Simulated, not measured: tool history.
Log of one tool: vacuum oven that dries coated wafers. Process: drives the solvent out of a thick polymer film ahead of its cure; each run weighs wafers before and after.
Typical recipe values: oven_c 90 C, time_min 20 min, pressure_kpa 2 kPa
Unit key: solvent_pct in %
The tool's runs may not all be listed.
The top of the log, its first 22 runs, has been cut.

run,hour,oven_c,time_min,pressure_kpa,solvent_pct
23,304.8,103,11,2,2.87
24,321,103,11,2,3.06
25,331.6,103,22,6.14,2.86
26,340.9,103,16,6.14,3.39
27,357.3,103,16,4,2.53
# hour 366.1: vacuum gauge cleaned of residue and calibrated, once more
28,372.4,103,16,4,2.59
29,382.1,99,23,1.33,1.12
30,398.6,100,16,5.74,3.79

3 options for the next run, each taken on its own from the tool as it stands now. Forecast them:
A,417.8,101,11,1.89,?
B,417.8,99,23,6.55,?
C,417.8,100,11,3.19,?

run,solvent_pct
A,3.4
B,3.57
C,4.17
Had the tool no hidden state, the same runs would have come out as:
run,solvent_pct
A,3.13
B,3.36
C,3.87

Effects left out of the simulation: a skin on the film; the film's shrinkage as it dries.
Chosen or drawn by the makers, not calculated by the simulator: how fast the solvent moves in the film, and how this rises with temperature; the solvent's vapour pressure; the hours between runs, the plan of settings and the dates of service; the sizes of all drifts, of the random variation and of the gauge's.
